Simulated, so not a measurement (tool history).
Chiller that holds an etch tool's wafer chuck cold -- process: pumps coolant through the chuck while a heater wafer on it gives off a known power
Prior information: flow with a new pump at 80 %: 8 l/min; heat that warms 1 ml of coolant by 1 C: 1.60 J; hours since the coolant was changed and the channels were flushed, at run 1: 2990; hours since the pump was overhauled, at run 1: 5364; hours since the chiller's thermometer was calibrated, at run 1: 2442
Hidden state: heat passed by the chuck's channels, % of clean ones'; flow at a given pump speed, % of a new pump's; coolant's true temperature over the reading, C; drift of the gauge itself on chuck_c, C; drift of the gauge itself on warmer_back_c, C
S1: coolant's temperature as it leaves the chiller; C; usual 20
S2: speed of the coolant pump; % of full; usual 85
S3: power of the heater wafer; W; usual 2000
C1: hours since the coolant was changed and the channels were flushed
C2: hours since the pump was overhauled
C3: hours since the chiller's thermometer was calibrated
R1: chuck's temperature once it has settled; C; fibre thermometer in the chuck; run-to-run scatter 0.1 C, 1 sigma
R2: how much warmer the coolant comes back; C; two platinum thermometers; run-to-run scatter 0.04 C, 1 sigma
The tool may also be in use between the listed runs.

run 1 day=0 | S1=20 S2=85 S3=2000 | C1=2990 C2=5364 C3=2442 | R1=38.9 R2=8.7
run 2 day=8.217 | S1=20 S2=85 S3=2000 | C1=3187 C2=5562 C3=2639 | R1=38.9 R2=8.71
run 3 day=12.4 | S1=20 S2=85 S3=2000 | C1=3288 C2=5662 C3=2739 | R1=39.2 R2=8.8
run 4 day=18.996 | S1=20 S2=85 S3=2000 | C1=3446 C2=5820 C3=2898 | R1=38.9 R2=8.71
run 5 day=22.729 | S1=20 S2=75 S3=2000 | C1=3536 C2=5910 C3=2987 | R1=41.2 R2=10.11
run 6 day=26.888 | S1=20 S2=75 S3=2372 | C1=3635 C2=6010 C3=3087 | R1=45.3 R2=11.97
run 7 day=33 | S1=20 S2=86 S3=2000 | C1=3782 C2=6156 C3=3234 | R1=39 R2=8.66
-- day=36.242 chiller's thermometer calibrated
run 8 day=41.233 | S1=10 S2=86 S3=2000 | C1=3979 C2=6353 C3=120 | R1=28.9 R2=8.61
run 9 day=48.262 | S1=10 S2=86 S3=2000 | C1=4147 C2=6522 C3=289 | R1=28.8 R2=8.64
run 10 day=53.7 | S1=10 S2=86 S3=2000 | C1=4278 C2=6652 C3=419 | R1=28.8 R2=8.71
run 11 day=59.321 | S1=20 S2=87 S3=2000 | C1=4413 C2=6787 C3=554 | R1=38.7 R2=8.53
run 12 day=63.729 | S1=20 S2=85 S3=1221 | C1=4519 C2=6893 C3=660 | R1=31.7 R2=5.32
run 13 day=67.479 | S1=20 S2=85 S3=2000 | C1=4609 C2=6983 C3=750 | R1=39 R2=8.76
run 14 day=75.767 | S1=20 S2=94 S3=2000 | C1=4807 C2=7182 C3=949 | R1=37.5 R2=7.85
run 15 day=82.421 | S1=10 S2=85 S3=2000 | C1=4967 C2=7341 C3=1108 | R1=29.1 R2=8.79
run 16 day=89.325 | S1=10 S2=85 S3=2000 | C1=5133 C2=7507 C3=1274 | R1=28.9 R2=8.75
run 17 day=95.762 | S1=20 S2=86 S3=1397 | C1=5287 C2=7662 C3=1428 | R1=33.1 R2=6.08
run 18 day=102.533 | S1=20 S2=86 S3=1397 | C1=5450 C2=7824 C3=1591 | R1=33.1 R2=6.06
run 19 day=106.492 | S1=20 S2=85 S3=2218 | C1=5545 C2=7919 C3=1686 | R1=41 R2=9.68
run 20 day=114.233 | S1=20 S2=65 S3=1206 | C1=5731 C2=8105 C3=1872 | R1=34.8 R2=7.11
run 21 day=121.188 | S1=20 S2=65 S3=1206 | C1=5898 C2=8272 C3=2039 | R1=34.7 R2=7.15
run 22 day=128.971 | S1=13 S2=72 S3=1206 | C1=6084 C2=8459 C3=2226 | R1=26.1 R2=6.36
run 23 day=133.821 | S1=20 S2=80 S3=1278 | C1=6201 C2=8575 C3=2342 | R1=32.8 R2=5.98
run 24 day=139.488 | S1=21 S2=64 S3=1416 | C1=6337 C2=8711 C3=2478 | R1=38.4 R2=8.5
run 25 day=143.846 | S1=23 S2=85 S3=2238 | C1=6441 C2=8816 C3=2582 | R1=44.2 R2=9.77
run 26 day=147.446 | S1=23 S2=85 S3=2238 | C1=6528 C2=8902 C3=2669 | R1=44.2 R2=9.74
run 27 day=155.288 | S1=23 S2=85 S3=1373 | C1=6716 C2=9090 C3=2857 | R1=36.1 R2=6.01
run 28 day=159.712 | S1=15 S2=82 S3=1011 | C1=6822 C2=9196 C3=2963 | R1=25 R2=4.57
run 29 day=167.688 | S1=19 S2=92 S3=2000 | C1=7014 C2=9388 C3=3155 | R1=36.8 R2=8.06
-- day=174.117 chiller's thermometer calibrated
run 30 day=175.638 | S1=27 S2=67 S3=2684 | C1=7203 C2=9578 C3=37 | R1=58.4 R2=15.18
run 31 day=183.512 | S1=27 S2=83 S3=2852 | C1=7392 C2=9767 C3=226 | R1=54.6 R2=12.86
run 32 day=188.542 | S1=27 S2=83 S3=2852 | C1=7513 C2=9887 C3=346 | R1=54.6 R2=12.8

Branching from run 32: 3 alternative next runs. What would each branch give?
run A day=193.662 | S1=20 S2=66 S3=1937 | C1=7636 C2=10010 C3=469 | R1=? R2=?
run B day=193.662 | S1=27 S2=89 S3=2852 | C1=7636 C2=10010 C3=469 | R1=? R2=?
run C day=193.662 | S1=20 S2=85 S3=1762 | C1=7636 C2=10010 C3=469 | R1=? R2=?

run=A R1=43.1 R2=11.24
run=B R1=53 R2=11.86
run=C R1=36.7 R2=7.64
With no hidden state in the tool, these same runs would have given:
run=A R1=43 R2=11.23
run=B R1=52.9 R2=11.84
run=C R1=36.7 R2=7.63
